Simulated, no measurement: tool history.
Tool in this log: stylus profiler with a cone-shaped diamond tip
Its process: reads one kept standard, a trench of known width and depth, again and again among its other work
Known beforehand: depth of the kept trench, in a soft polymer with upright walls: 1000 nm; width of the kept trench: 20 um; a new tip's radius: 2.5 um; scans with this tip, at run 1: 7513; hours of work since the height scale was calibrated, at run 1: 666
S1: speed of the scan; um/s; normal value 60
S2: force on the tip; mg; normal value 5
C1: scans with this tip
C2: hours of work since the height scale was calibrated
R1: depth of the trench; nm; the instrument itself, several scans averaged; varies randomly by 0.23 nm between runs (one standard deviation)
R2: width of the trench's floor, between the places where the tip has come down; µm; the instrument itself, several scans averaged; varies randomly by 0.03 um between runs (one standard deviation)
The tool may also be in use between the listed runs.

run,day,S1,S2,C1,C2,R1,R2
1,0,60,5,7513,666,1010.74,15.93
2,2.079,60,5,7837,695,1010.8,15.88
3,5.838,60,5,8423,747,1011.33,15.85
4,9.412,60,5,8980,796,1010.99,15.9
5,11.188,60,5,9257,820,1010.81,15.89
6,14.2,60,3.57,9727,862,1008.83,15.89
7,17.904,26,5,10304,913,1010.79,15.95
8,19.754,60,5,10592,939,1010.42,15.84
9,21.638,130,5,10886,965,1010.6,15.78
10,25.554,130,5,11497,1019,1010.58,15.7
# day 26.946: new tip fitted, height scale calibrated
11,29.5,130,5,398,35,1011.09,15.75
12,33.717,130,5,1055,94,1010.78,15.77
13,37.275,141,5,1610,143,1010.82,15.72
14,39.554,60,5,1965,174,1010.97,15.85
15,42.833,60,5,2477,220,1010.69,15.91
16,46.25,60,5,3009,267,1011.22,15.84
17,49.162,60,5,3463,307,1010.74,15.88
18,51.471,60,5,3823,339,1010.78,15.89
19,55.004,60,5,4374,388,1010.87,15.92
20,57.992,72,5,4840,429,1011.21,15.85
21,59.838,72,5,5127,454,1011,15.86
22,62.921,72,5,5608,497,1010.84,15.89
23,66.321,72,5,6138,544,1011.03,15.87
24,70.408,145,4.76,6775,601,1010.5,15.68
25,72.704,145,4.76,7133,632,1010.94,15.69
26,75.658,145,4.76,7594,673,1010.64,15.72
27,78.771,57,11.48,8079,716,1019.34,15.87
28,81.517,174,4.37,8507,754,1010.21,15.69
29,85.012,125,1.99,9052,802,1005.93,15.55
30,88.917,25,2.2,9660,856,1006.28,15.95
31,91.146,42,3.13,10008,887,1008.32,15.9
32,93.238,41,4.54,10334,916,1009.82,15.89
33,97.362,33,2.42,10977,973,1006.74,15.92
34,101.267,33,2.42,11586,1027,1006.83,15.89
# day 102.125: new tip fitted, height scale calibrated
35,105.308,15,8.4,496,44,1015.18,16
36,108.788,60,5.68,1038,92,1011.85,15.89
37,112.938,60,5.68,1685,149,1012.27,15.9
38,114.712,60,5.68,1962,174,1012.03,15.91
39,118.546,81,11.38,2559,227,1018.82,15.92
40,122.45,196,4.56,3168,281,1009.97,15.61

What does the tool deliver on the next run?
41,124.829,196,4.56,3539,314,?,?

{"run 41": {"R1": 1010.17, "R2": 15.62}}
Were there no unlogged condition in the tool, this run, its random variation unchanged, would have produced R1 1010.18 nm, R2 15.62 µm.
